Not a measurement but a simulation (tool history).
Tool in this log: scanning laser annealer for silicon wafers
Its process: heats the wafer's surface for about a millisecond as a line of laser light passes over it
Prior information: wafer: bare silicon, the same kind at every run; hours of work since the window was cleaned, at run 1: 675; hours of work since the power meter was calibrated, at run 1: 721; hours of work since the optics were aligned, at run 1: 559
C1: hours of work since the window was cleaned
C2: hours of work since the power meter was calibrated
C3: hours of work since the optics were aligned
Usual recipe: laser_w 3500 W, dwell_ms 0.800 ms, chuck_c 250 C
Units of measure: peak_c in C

run 1 hour=0.0 | laser_w=3500 dwell_ms=0.800 chuck_c=250 | C1=675 C2=721 C3=559 | peak_c=1037
run 2 hour=57.4 | laser_w=3500 dwell_ms=0.800 chuck_c=250 | C1=707 C2=752 C3=590 | peak_c=1035
run 3 hour=99.2 | laser_w=3500 dwell_ms=0.800 chuck_c=250 | C1=729 C2=775 C3=613 | peak_c=1035
run 4 hour=154.0 | laser_w=3500 dwell_ms=0.800 chuck_c=250 | C1=759 C2=805 C3=643 | peak_c=1035
run 5 hour=215.3 | laser_w=3500 dwell_ms=0.800 chuck_c=250 | C1=793 C2=838 C3=677 | peak_c=1039
-- hour=274.6 window over the wafer cleaned
run 6 hour=275.8 | laser_w=3500 dwell_ms=0.800 chuck_c=250 | C1=1 C2=870 C3=708 | peak_c=1038
run 7 hour=318.3 | laser_w=3500 dwell_ms=0.800 chuck_c=250 | C1=24 C2=893 C3=732 | peak_c=1038
run 8 hour=362.9 | laser_w=3500 dwell_ms=0.800 chuck_c=250 | C1=48 C2=917 C3=756 | peak_c=1038
run 9 hour=394.9 | laser_w=3500 dwell_ms=0.800 chuck_c=250 | C1=66 C2=935 C3=773 | peak_c=1036
run 10 hour=425.9 | laser_w=3389 dwell_ms=0.823 chuck_c=220 | C1=83 C2=952 C3=790 | peak_c=994
run 11 hour=477.8 | laser_w=3500 dwell_ms=0.800 chuck_c=225 | C1=111 C2=980 C3=819 | peak_c=1009
run 12 hour=540.8 | laser_w=3500 dwell_ms=0.888 chuck_c=234 | C1=145 C2=1014 C3=853 | peak_c=1057
run 13 hour=597.5 | laser_w=3500 dwell_ms=0.888 chuck_c=234 | C1=176 C2=1045 C3=884 | peak_c=1057
run 14 hour=636.0 | laser_w=3759 dwell_ms=0.935 chuck_c=212 | C1=197 C2=1066 C3=905 | peak_c=1107
run 15 hour=672.6 | laser_w=3477 dwell_ms=0.599 chuck_c=237 | C1=217 C2=1086 C3=925 | peak_c=924
run 16 hour=717.4 | laser_w=3477 dwell_ms=0.707 chuck_c=237 | C1=242 C2=1111 C3=949 | peak_c=979

Across each entry between runs, compare the hidden state at the last listed run before it with the hidden state at the first listed run after it:
From run 5 to run 6: window over the wafer cleaned (hour 274.6)
  light that passes the window, % of a clean one's: 99.95 -> 99.99
